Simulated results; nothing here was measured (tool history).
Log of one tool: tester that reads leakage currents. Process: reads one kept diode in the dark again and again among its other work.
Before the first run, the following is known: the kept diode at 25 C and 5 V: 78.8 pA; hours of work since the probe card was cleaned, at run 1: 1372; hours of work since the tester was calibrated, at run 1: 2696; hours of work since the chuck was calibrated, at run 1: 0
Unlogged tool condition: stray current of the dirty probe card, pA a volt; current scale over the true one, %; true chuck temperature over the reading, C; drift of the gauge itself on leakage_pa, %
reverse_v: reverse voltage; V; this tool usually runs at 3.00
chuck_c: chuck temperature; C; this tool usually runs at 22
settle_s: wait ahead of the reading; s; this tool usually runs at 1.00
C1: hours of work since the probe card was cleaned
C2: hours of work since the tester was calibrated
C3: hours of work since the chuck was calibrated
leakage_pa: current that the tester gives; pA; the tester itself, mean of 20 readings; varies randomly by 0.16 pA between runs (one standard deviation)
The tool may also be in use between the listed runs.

run 1 day=0.000 | reverse_v=3.00 chuck_c=22 settle_s=1.00 | C1=1372 C2=2696 C3=0 | leakage_pa=50.91
run 2 day=7.608 | reverse_v=3.00 chuck_c=22 settle_s=1.00 | C1=1461 C2=2785 C3=89 | leakage_pa=50.76
run 3 day=16.317 | reverse_v=3.00 chuck_c=22 settle_s=1.00 | C1=1563 C2=2887 C3=192 | leakage_pa=50.80
run 4 day=21.371 | reverse_v=7.40 chuck_c=22 settle_s=1.00 | C1=1623 C2=2947 C3=251 | leakage_pa=72.62
-- day=29.250 probe card cleaned and baked
run 5 day=29.529 | reverse_v=7.40 chuck_c=22 settle_s=1.00 | C1=3 C2=3041 C3=345 | leakage_pa=73.12
run 6 day=37.462 | reverse_v=4.24 chuck_c=22 settle_s=1.00 | C1=96 C2=3134 C3=438 | leakage_pa=58.32
run 7 day=42.362 | reverse_v=4.24 chuck_c=22 settle_s=1.00 | C1=154 C2=3192 C3=496 | leakage_pa=58.12
run 8 day=48.812 | reverse_v=4.24 chuck_c=22 settle_s=1.00 | C1=230 C2=3267 C3=572 | leakage_pa=58.70
run 9 day=58.508 | reverse_v=4.21 chuck_c=22 settle_s=1.00 | C1=344 C2=3381 C3=686 | leakage_pa=58.15
run 10 day=67.979 | reverse_v=3.00 chuck_c=22 settle_s=1.00 | C1=455 C2=3492 C3=797 | leakage_pa=50.92
run 11 day=72.233 | reverse_v=3.00 chuck_c=22 settle_s=1.00 | C1=505 C2=3542 C3=847 | leakage_pa=51.01
run 12 day=81.667 | reverse_v=3.00 chuck_c=22 settle_s=1.00 | C1=616 C2=3653 C3=958 | leakage_pa=50.94
run 13 day=89.788 | reverse_v=3.00 chuck_c=22 settle_s=2.11 | C1=711 C2=3749 C3=1053 | leakage_pa=50.86
run 14 day=97.583 | reverse_v=11.54 chuck_c=22 settle_s=2.11 | C1=802 C2=3840 C3=1144 | leakage_pa=86.52
run 15 day=103.100 | reverse_v=3.00 chuck_c=22 settle_s=5.88 | C1=867 C2=3905 C3=1209 | leakage_pa=50.79
run 16 day=112.467 | reverse_v=12.81 chuck_c=22 settle_s=6.46 | C1=977 C2=4015 C3=1319 | leakage_pa=89.95
-- day=116.525 tester calibrated
run 17 day=121.592 | reverse_v=5.57 chuck_c=55 settle_s=9.95 | C1=1083 C2=59 C3=1425 | leakage_pa=746.41
run 18 day=129.846 | reverse_v=3.00 chuck_c=22 settle_s=1.83 | C1=1180 C2=156 C3=1522 | leakage_pa=50.57
run 19 day=137.158 | reverse_v=1.60 chuck_c=30 settle_s=1.00 | C1=1266 C2=242 C3=1608 | leakage_pa=75.64
-- day=139.842 chuck's temperature calibrated
run 20 day=142.954 | reverse_v=1.60 chuck_c=30 settle_s=1.00 | C1=1333 C2=309 C3=37 | leakage_pa=75.24
run 21 day=147.442 | reverse_v=1.60 chuck_c=27 settle_s=0.70 | C1=1386 C2=362 C3=89 | leakage_pa=59.43
run 22 day=152.238 | reverse_v=1.60 chuck_c=27 settle_s=0.70 | C1=1442 C2=418 C3=146 | leakage_pa=59.55
run 23 day=157.442 | reverse_v=3.94 chuck_c=48 settle_s=1.69 | C1=1503 C2=480 C3=207 | leakage_pa=404.50
run 24 day=163.546 | reverse_v=3.94 chuck_c=48 settle_s=1.69 | C1=1575 C2=551 C3=278 | leakage_pa=403.97
run 25 day=169.796 | reverse_v=5.03 chuck_c=32 settle_s=0.45 | C1=1649 C2=625 C3=352 | leakage_pa=138.93
run 26 day=174.288 | reverse_v=1.94 chuck_c=22 settle_s=1.62 | C1=1701 C2=677 C3=405 | leakage_pa=42.68
-- day=175.221 probe card cleaned and baked
run 27 day=183.575 | reverse_v=6.63 chuck_c=35 settle_s=2.43 | C1=98 C2=785 C3=512 | leakage_pa=192.88
run 28 day=189.733 | reverse_v=7.22 chuck_c=22 settle_s=1.00 | C1=170 C2=857 C3=584 | leakage_pa=72.02
run 29 day=195.700 | reverse_v=2.45 chuck_c=54 settle_s=6.70 | C1=240 C2=927 C3=654 | leakage_pa=505.94
run 30 day=203.521 | reverse_v=2.45 chuck_c=35 settle_s=9.80 | C1=332 C2=1019 C3=746 | leakage_pa=130.60

What differs in the tool's unlogged condition from the final listed run ahead of each entry between runs to the first listed run following it?
In the gap between runs 4 and 5: probe card cleaned and baked (day 29.250)
  stray current of the dirty probe card, pA a volt: 0.025 -> 0.02
In the gap between runs 16 and 17: tester calibrated (day 116.525)
  current scale over the true one, %: 0.01 -> 0
In the gap between runs 19 and 20: chuck's temperature calibrated (day 139.842)
  both runs share identical hidden conditions
In the gap between runs 26 and 27: probe card cleaned and baked (day 175.221)
  stray current of the dirty probe card, pA a volt: 0.025 -> 0.02
